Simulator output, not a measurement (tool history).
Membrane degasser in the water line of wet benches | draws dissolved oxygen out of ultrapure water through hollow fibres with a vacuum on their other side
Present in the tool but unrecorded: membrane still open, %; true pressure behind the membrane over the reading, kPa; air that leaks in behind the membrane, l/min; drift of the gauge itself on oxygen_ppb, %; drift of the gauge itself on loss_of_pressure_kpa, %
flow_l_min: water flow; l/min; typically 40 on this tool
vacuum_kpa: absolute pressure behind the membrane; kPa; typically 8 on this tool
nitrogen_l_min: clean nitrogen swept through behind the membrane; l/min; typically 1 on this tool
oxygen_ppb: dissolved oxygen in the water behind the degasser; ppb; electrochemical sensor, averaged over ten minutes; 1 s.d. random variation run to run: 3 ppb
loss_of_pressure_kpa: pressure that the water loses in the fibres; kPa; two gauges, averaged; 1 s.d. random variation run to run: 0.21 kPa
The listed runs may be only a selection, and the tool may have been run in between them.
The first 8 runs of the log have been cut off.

run	day	flow_l_min	vacuum_kpa	nitrogen_l_min	hours since the membrane was changed	hours since the vacuum gauge was calibrated	hours since the vacuum lines were made tight	oxygen_ppb	loss_of_pressure_kpa
9	55.012	40	6.33	1	1493	1080	9263	281.8	47.06
10	59.696	40	19.55	1	1605	1192	9375	1199.6	46.95
11	65.096	40	19.55	1	1735	1322	9505	1183.9	47.39
12	73.008	40	19.55	1	1925	1511	9694	1178.5	47.1
13	82.504	24	8	1	2153	1739	9922	247.1	28.4
14	93.371	24	8	1	2413	2000	10183	246.4	28.5
15	101.142	40	8	1	2600	2187	10370	404.8	47.53
16	106.871	40	8	1	2737	2324	10507	404.6	47.49
# day 110.154: seals of the vacuum lines changed
17	117.562	32	8	1	2992	2579	178	324.1	38.19
18	122.65	41	8	0.71	3114	2701	300	532.4	48.89
19	132.296	45	7.51	1	3346	2932	531	419.8	53.69
20	137.412	45	7.51	1	3468	3055	654	423.6	53.94
21	144.071	47	9.64	0.75	3628	3215	814	742.7	56.43
22	148.771	27	5.56	2.34	3741	3328	927	69.8	32.05
23	156.183	25	17.08	2.05	3919	3506	1105	380.4	29.96
# day 159.817: gauge calibrated
24	163.079	25	17.08	2.05	4084	3671	1270	380.6	29.35
# day 164.417: vacuum gauge calibrated
25	169.942	25	17.08	2.05	4249	133	1434	382.3	29.22
26	177.712	40	5.47	0.68	4435	319	1621	275.6	47.29
27	184.392	40	5.47	0.68	4595	479	1781	274.5	46.46
28	194.708	40	8	1.8	4843	727	2029	264.1	47.06
29	205.617	40	8	1.8	5105	989	2291	262.1	47.04
30	210.667	40	7.24	1.24	5226	1110	2412	299.2	47.06
31	218.912	40	17.55	0.6	5424	1308	2610	1477.4	47.16

4 options for the next run, each taken on its own from the tool as it stands now. Forecast them:
A	225.367	37	6.62	1	5579	1463	2765	?	?
B	225.367	28	17.55	0.6	5579	1463	2765	?	?
C	225.367	36	8.7	1	5579	1463	2765	?	?
D	225.367	43	4.88	0.63	5579	1463	2765	?	?

run	oxygen_ppb	loss_of_pressure_kpa
A	276.6	44.15
B	1160.5	33.43
C	416.4	42.36
D	242.3	50.71
Without the tool's unlogged condition, the same runs would have read:
run	oxygen_ppb	loss_of_pressure_kpa
A	276.4	43.68
B	1160.3	33.08
C	416.2	41.91
D	241.9	50.17

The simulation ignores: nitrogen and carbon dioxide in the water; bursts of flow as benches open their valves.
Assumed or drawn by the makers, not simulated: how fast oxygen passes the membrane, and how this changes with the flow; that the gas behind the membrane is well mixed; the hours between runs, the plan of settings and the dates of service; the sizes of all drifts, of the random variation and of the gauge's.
